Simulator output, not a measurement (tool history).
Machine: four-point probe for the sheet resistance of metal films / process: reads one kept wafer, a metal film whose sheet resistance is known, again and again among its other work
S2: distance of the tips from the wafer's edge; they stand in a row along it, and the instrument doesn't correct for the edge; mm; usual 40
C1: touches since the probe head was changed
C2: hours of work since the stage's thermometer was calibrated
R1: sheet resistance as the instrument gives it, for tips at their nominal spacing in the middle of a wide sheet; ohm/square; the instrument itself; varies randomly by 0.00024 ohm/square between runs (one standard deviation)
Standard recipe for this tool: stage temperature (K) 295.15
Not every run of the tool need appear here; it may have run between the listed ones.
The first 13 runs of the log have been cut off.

run 14 hour=629.7 | stage_temperature_(K)=295.15 S2=40 | C1=44039 C2=874 | R1=1.180698
run 15 hour=683.2 | stage_temperature_(K)=295.15 S2=40 | C1=46712 C2=906 | R1=1.180483
run 16 hour=752.8 | stage_temperature_(K)=295.15 S2=8 | C1=50181 C2=946 | R1=1.182276
run 17 hour=802.2 | stage_temperature_(K)=295.15 S2=8 | C1=52646 C2=975 | R1=1.18265
run 18 hour=868.4 | stage_temperature_(K)=295.15 S2=8 | C1=55947 C2=1014 | R1=1.18269
run 19 hour=909.3 | stage_temperature_(K)=295.15 S2=8 | C1=57988 C2=1038 | R1=1.182352
run 20 hour=958.2 | stage_temperature_(K)=293.15 S2=8 | C1=60430 C2=1067 | R1=1.179686
run 21 hour=1020 | stage_temperature_(K)=293.15 S2=8 | C1=63510 C2=1103 | R1=1.179803
run 22 hour=1082.7 | stage_temperature_(K)=293.15 S2=8 | C1=66640 C2=1140 | R1=1.179725
run 23 hour=1129.4 | stage_temperature_(K)=293.15 S2=8 | C1=68970 C2=1167 | R1=1.179446
run 24 hour=1168.2 | stage_temperature_(K)=298.15 S2=57 | C1=70905 C2=1190 | R1=1.183686
run 25 hour=1216.9 | stage_temperature_(K)=298.15 S2=57 | C1=73335 C2=1218 | R1=1.18352
run 26 hour=1274.2 | stage_temperature_(K)=306.15 S2=4 | C1=76190 C2=1252 | R1=1.203658
run 27 hour=1304.7 | stage_temperature_(K)=295.15 S2=5 | C1=77715 C2=1270 | R1=1.185837
run 28 hour=1371.1 | stage_temperature_(K)=299.15 S2=5 | C1=81027 C2=1309 | R1=1.191449
run 29 hour=1401.8 | stage_temperature_(K)=295.15 S2=67 | C1=82557 C2=1326 | R1=1.179616
run 30 hour=1445.8 | stage_temperature_(K)=295.15 S2=67 | C1=84752 C2=1352 | R1=1.179221
run 31 hour=1517.7 | stage_temperature_(K)=295.15 S2=67 | C1=88337 C2=1394 | R1=1.179108
run 32 hour=1593.6 | stage_temperature_(K)=295.15 S2=67 | C1=92125 C2=1439 | R1=1.179155
run 33 hour=1641.5 | stage_temperature_(K)=295.15 S2=3 | C1=94515 C2=1467 | R1=1.196288
run 34 hour=1678.6 | stage_temperature_(K)=295.15 S2=3 | C1=96366 C2=1489 | R1=1.196173
run 35 hour=1720.3 | stage_temperature_(K)=294.15 S2=10 | C1=98443 C2=1513 | R1=1.179446
run 36 hour=1784.6 | stage_temperature_(K)=294.15 S2=10 | C1=101651 C2=1551 | R1=1.179023
run 37 hour=1854.6 | stage_temperature_(K)=293.15 S2=14 | C1=105142 C2=1592 | R1=1.176614

Run 38 is up next; what results do you expect?
run 38 hour=1926.7 | stage_temperature_(K)=293.15 S2=14 | C1=108742 C2=1634 | R1=?

Run 38 came out at R1 1.177003 ohm/square.
With the hidden condition absent and the run-to-run variation left alone, this run would have shown R1 1.174084 ohm/square.
